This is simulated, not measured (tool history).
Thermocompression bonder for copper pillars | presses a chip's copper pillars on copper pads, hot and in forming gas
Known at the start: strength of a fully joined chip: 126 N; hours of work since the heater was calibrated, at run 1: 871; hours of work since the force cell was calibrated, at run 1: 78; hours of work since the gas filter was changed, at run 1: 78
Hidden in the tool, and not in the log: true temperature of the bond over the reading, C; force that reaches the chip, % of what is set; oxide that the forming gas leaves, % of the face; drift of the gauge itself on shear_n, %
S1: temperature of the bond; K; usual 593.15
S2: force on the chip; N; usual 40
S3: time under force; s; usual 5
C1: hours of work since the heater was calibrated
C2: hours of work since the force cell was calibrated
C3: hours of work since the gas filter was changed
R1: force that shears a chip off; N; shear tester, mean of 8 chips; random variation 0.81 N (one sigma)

run	hour	S1	S2	S3	C1	C2	C3	R1
1	0.0	593.15	40	5	871	78	78	64.2
2	30.3	593.15	40	5	895	102	102	64.5
3	58.8	593.15	56	5	917	124	124	79.0
4	101.3	593.15	40	4	951	158	158	56.7
5	157.3	593.15	40	5	996	203	203	60.0
# hour 161.2: forming gas filter changed
6	199.1	593.15	40	5	1028	235	30	67.8
7	230.7	593.15	40	5	1054	261	55	65.8
8	287.5	593.15	40	5	1099	306	100	63.7
9	342.5	566.15	53	3	1143	349	144	49.4
10	370.3	566.15	53	3	1165	372	166	46.9
11	394.3	599.15	31	4	1184	391	185	50.1
# hour 417.6: forming gas filter changed
12	439.1	593.15	40	6	1219	426	17	73.1
13	466.8	593.15	48	7	1241	448	39	83.0
14	508.3	613.15	24	7	1274	481	72	61.3
15	560.0	613.15	24	7	1315	522	113	59.1

4 ways to go on from here, each from the tool as it stands after run 15. What would each give?
A	588.9	593.15	40	8	1338	545	136	?
B	588.9	619.15	28	7	1338	545	136	?
C	588.9	587.15	29	3	1338	545	136	?
D	588.9	611.15	30	4	1338	545	136	?

run	R1
A	73.3
B	69.6
C	37.9
D	57.1
Without the tool's hidden state the same runs would have given:
run	R1
A	74.8
B	71.4
C	37.6
D	57.9

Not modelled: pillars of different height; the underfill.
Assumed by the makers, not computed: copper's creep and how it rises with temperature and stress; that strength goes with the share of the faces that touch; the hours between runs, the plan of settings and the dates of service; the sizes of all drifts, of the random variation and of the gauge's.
